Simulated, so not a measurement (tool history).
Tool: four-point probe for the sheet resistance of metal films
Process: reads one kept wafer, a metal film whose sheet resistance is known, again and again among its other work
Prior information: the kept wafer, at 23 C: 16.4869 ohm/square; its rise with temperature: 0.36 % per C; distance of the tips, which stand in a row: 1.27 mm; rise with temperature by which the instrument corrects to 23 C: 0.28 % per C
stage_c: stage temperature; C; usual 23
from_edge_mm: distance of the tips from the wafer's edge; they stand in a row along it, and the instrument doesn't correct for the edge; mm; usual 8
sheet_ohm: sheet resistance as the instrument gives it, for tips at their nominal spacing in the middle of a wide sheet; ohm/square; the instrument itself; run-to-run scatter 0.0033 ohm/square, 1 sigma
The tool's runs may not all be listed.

{"run": 1, "hour": 0.0, "stage_c": 23, "from_edge_mm": 8, "sheet_ohm": 16.709329}
{"run": 2, "hour": 9.9, "stage_c": 23, "from_edge_mm": 34, "sheet_ohm": 16.496106}
{"run": 3, "hour": 24.6, "stage_c": 23, "from_edge_mm": 34, "sheet_ohm": 16.502259}
{"run": 4, "hour": 36.5, "stage_c": 23, "from_edge_mm": 34, "sheet_ohm": 16.496395}
{"run": 5, "hour": 50.7, "stage_c": 23, "from_edge_mm": 8, "sheet_ohm": 16.70878}
{"run": 6, "hour": 60.8, "stage_c": 23, "from_edge_mm": 8, "sheet_ohm": 16.707215}
{"run": 7, "hour": 73.0, "stage_c": 23, "from_edge_mm": 8, "sheet_ohm": 16.707588}
{"run": 8, "hour": 86.9, "stage_c": 32, "from_edge_mm": 8, "sheet_ohm": 16.832475}
{"run": 9, "hour": 104.3, "stage_c": 23, "from_edge_mm": 7, "sheet_ohm": 16.768326}
{"run": 10, "hour": 111.7, "stage_c": 23, "from_edge_mm": 7, "sheet_ohm": 16.779589}
{"run": 11, "hour": 119.5, "stage_c": 23, "from_edge_mm": 7, "sheet_ohm": 16.77282}
{"run": 12, "hour": 128.2, "stage_c": 23, "from_edge_mm": 7, "sheet_ohm": 16.771863}
{"run": 13, "hour": 143.5, "stage_c": 23, "from_edge_mm": 8, "sheet_ohm": 16.703915}
{"run": 14, "hour": 156.0, "stage_c": 23, "from_edge_mm": 8, "sheet_ohm": 16.709011}
{"run": 15, "hour": 168.1, "stage_c": 20, "from_edge_mm": 8, "sheet_ohm": 16.662605}
{"run": 16, "hour": 177.1, "stage_c": 20, "from_edge_mm": 8, "sheet_ohm": 16.66438}
{"run": 17, "hour": 186.7, "stage_c": 23, "from_edge_mm": 8, "sheet_ohm": 16.704973}
{"run": 18, "hour": 202.7, "stage_c": 28, "from_edge_mm": 8, "sheet_ohm": 16.776128}
{"run": 19, "hour": 215.5, "stage_c": 22, "from_edge_mm": 8, "sheet_ohm": 16.688832}
{"run": 20, "hour": 225.8, "stage_c": 23, "from_edge_mm": 8, "sheet_ohm": 16.707089}
{"run": 21, "hour": 236.3, "stage_c": 23, "from_edge_mm": 5, "sheet_ohm": 17.031121}
{"run": 22, "hour": 250.4, "stage_c": 23, "from_edge_mm": 5, "sheet_ohm": 17.036382}
{"run": 23, "hour": 261.1, "stage_c": 19, "from_edge_mm": 19, "sheet_ohm": 16.469672}
{"run": 24, "hour": 270.1, "stage_c": 25, "from_edge_mm": 5, "sheet_ohm": 17.063741}
{"hour": 274.3, "done": "stage's thermometer calibrated"}
{"run": 25, "hour": 285.1, "stage_c": 29, "from_edge_mm": 39, "sheet_ohm": 16.541732}
{"run": 26, "hour": 301.2, "stage_c": 26, "from_edge_mm": 4, "sheet_ohm": 17.328071}
{"run": 27, "hour": 316.9, "stage_c": 26, "from_edge_mm": 4, "sheet_ohm": 17.32527}
{"run": 28, "hour": 328.0, "stage_c": 26, "from_edge_mm": 4, "sheet_ohm": 17.325073}
{"run": 29, "hour": 345.5, "stage_c": 26, "from_edge_mm": 4, "sheet_ohm": 17.338933}
{"run": 30, "hour": 358.7, "stage_c": 26, "from_edge_mm": 4, "sheet_ohm": 17.324258}
{"run": 31, "hour": 373.3, "stage_c": 34, "from_edge_mm": 3, "sheet_ohm": 18.043466}
{"run": 32, "hour": 381.8, "stage_c": 23, "from_edge_mm": 69, "sheet_ohm": 16.447086}
{"run": 33, "hour": 399.2, "stage_c": 18, "from_edge_mm": 6, "sheet_ohm": 16.755736}
{"run": 34, "hour": 416.5, "stage_c": 30, "from_edge_mm": 21, "sheet_ohm": 16.566882}
{"run": 35, "hour": 428.4, "stage_c": 34, "from_edge_mm": 5, "sheet_ohm": 17.151616}
{"run": 36, "hour": 437.0, "stage_c": 34, "from_edge_mm": 5, "sheet_ohm": 17.144315}
{"run": 37, "hour": 453.1, "stage_c": 23, "from_edge_mm": 4, "sheet_ohm": 17.281881}
{"run": 38, "hour": 463.6, "stage_c": 23, "from_edge_mm": 4, "sheet_ohm": 17.288908}
{"run": 39, "hour": 474.3, "stage_c": 31, "from_edge_mm": 49, "sheet_ohm": 16.559294}
{"run": 40, "hour": 490.2, "stage_c": 27, "from_edge_mm": 11, "sheet_ohm": 16.613682}
{"run": 41, "hour": 504.8, "stage_c": 33, "from_edge_mm": 46, "sheet_ohm": 16.584002}

What if the next run were any one of these 4? Each begins from the tool's condition after run 41:
{"run": "A", "hour": 512.9, "stage_c": 21, "from_edge_mm": 22, "sheet_ohm": "?"}
{"run": "B", "hour": 512.9, "stage_c": 23, "from_edge_mm": 7, "sheet_ohm": "?"}
{"run": "C", "hour": 512.9, "stage_c": 27, "from_edge_mm": 8, "sheet_ohm": "?"}
{"run": "D", "hour": 512.9, "stage_c": 20, "from_edge_mm": 25, "sheet_ohm": "?"}

run=A sheet_ohm=16.436328
run=B sheet_ohm=16.723432
run=C sheet_ohm=16.715194
run=D sheet_ohm=16.422527
Take away the tool's hidden state, keep each run's random variation, and the runs would have read:
run=A sheet_ohm=16.483029
run=B sheet_ohm=16.770913
run=C sheet_ohm=16.762720
run=D sheet_ohm=16.469177
